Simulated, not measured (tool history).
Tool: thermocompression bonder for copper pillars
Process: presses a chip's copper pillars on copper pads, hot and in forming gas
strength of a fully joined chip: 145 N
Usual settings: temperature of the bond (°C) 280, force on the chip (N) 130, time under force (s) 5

run    day  temperature of the bond (°C)  force on the chip (N)  time under force (s)  force that shears a chip off (N)
  1  0.000                           280                    130                     5                              61.2
  2  0.246                           280                    130                     5                              60.6
  3  0.617                           280                    130                     5                              61.5
  4  1.029                           280                    130                     5                              60.8
  5  1.317                           285                    130                     5                              63.8
  6  1.675                           285                     97                     5                              48.9
  7  1.988                           285                     97                     5                              49.2
  8  2.171                           280                     97                     5                              45.0
  9  2.471                           280                    123                     5                              58.0
 10  2.788                           280                    123                     5                              57.4
 11  3.192                           280                    123                     4                              52.6
 12  3.450                           280                    189                     4                              79.2
 13  3.771                           307                    130                     5                              78.0
     3.862  -- force cell calibrated
 14  4.033                           280                    130                     5                              61.9

The next listed run, before its measurement:
 15  4.346                           280                    130                     5                                 ?

Run 15 gave force that shears a chip off (N) 62.7.
Without the tool's hidden state the same run would have given force that shears a chip off (N) 58.7.
